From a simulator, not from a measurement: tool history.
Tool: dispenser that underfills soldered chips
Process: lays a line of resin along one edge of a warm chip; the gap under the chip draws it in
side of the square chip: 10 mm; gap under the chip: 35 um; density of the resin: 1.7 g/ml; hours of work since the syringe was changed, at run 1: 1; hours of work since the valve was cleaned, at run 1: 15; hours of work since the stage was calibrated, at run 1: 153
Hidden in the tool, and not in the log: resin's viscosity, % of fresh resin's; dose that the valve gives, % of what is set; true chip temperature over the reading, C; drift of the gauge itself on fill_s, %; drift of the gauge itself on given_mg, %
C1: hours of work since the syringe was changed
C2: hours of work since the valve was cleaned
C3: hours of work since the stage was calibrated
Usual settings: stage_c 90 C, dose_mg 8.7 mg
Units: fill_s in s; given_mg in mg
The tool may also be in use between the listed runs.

Run 1, hour 0: usual settings; C1 1; C2 15; C3 153. Result: fill_s 142.8 s, given_mg 8.71 mg.
Run 2, hour 4.4: usual settings; C1 4; C2 18; C3 157. Result: fill_s 169.6 s, given_mg 8.49 mg.
Run 3, hour 9.9: usual settings; C1 8; C2 22; C3 160. Result: fill_s 215.1 s, given_mg 8.59 mg.
At hour 12.2: new syringe of resin.
Run 4, hour 14.3: usual settings; C1 2; C2 25; C3 164. Result: fill_s 150.5 s, given_mg 8.6 mg.
Run 5, hour 17.3: usual settings; C1 4; C2 27; C3 166. Result: fill_s 167.1 s, given_mg 8.49 mg.
Run 6, hour 22.1: usual settings; C1 7; C2 31; C3 169. Result: fill_s 206.1 s, given_mg 8.57 mg.
At hour 25.6: new syringe of resin.
Run 7, hour 27.9: usual settings; C1 2; C2 35; C3 173. Result: fill_s 151.9 s, given_mg 8.44 mg.
Run 8, hour 30.5: usual settings; C1 4; C2 37; C3 175. Result: fill_s 167 s, given_mg 8.54 mg.
Run 9, hour 34.2: usual settings; C1 6; C2 40; C3 178. Result: fill_s 196.4 s, given_mg 8.5 mg.
At hour 39.1: new syringe of resin.
Run 10, hour 39.5: usual settings; C1 0; C2 43; C3 182. Result: fill_s 137.9 s, given_mg 8.53 mg.
Run 11, hour 44: usual settings; C1 4; C2 47; C3 185. Result: fill_s 166.1 s, given_mg 8.46 mg.
Run 12, hour 47.9: usual settings; C1 6; C2 49; C3 188. Result: fill_s 193.5 s, given_mg 8.47 mg.
Run 13, hour 52: usual settings; C1 9; C2 52; C3 191. Result: fill_s 225.3 s, given_mg 8.49 mg.
At hour 52.6: new syringe of resin.
Run 14, hour 56.6: usual settings; C1 3; C2 56; C3 194. Result: fill_s 160 s, given_mg 8.49 mg.
Run 15, hour 60.7: usual settings but dose_mg 8.11 mg; C1 6; C2 59; C3 197. Result: fill_s 194.7 s, given_mg 7.89 mg.
Run 16, hour 64.9: usual settings but dose_mg 8.11 mg; C1 9; C2 62; C3 200. Result: fill_s 225.4 s, given_mg 7.79 mg.
At hour 66.1: new syringe of resin.
Run 17, hour 68.6: usual settings but dose_mg 8.11 mg; C1 2; C2 64; C3 202. Result: fill_s 157.4 s, given_mg 7.81 mg.
Run 18, hour 72.8: usual settings but stage_c 100 C; C1 5; C2 67; C3 205. Result: fill_s 128 s, given_mg 8.39 mg.
Run 19, hour 75.5: usual settings but stage_c 99 C, dose_mg 11.15 mg; C1 7; C2 69; C3 207. Result: fill_s 140.9 s, given_mg 10.68 mg.
At hour 79.6: new syringe of resin.
Run 20, hour 80.6: usual settings but stage_c 82 C, dose_mg 9.58 mg; C1 1; C2 73; C3 211. Result: fill_s 185.4 s, given_mg 9.17 mg.
Run 21, hour 85: usual settings but stage_c 82 C, dose_mg 9.58 mg; C1 4; C2 76; C3 214. Result: fill_s 217.8 s, given_mg 9.25 mg.

The next listed run, before its measurement:
Run 22, hour 89.1: usual settings but dose_mg 10.73 mg; C1 7; C2 79; C3 217. Result: fill_s ?, given_mg ?.

fill_s: 193.6 s
given_mg: 10.4 mg
Without the tool's hidden state the same run would have given fill_s 127.2 s, given_mg 10.89 mg.
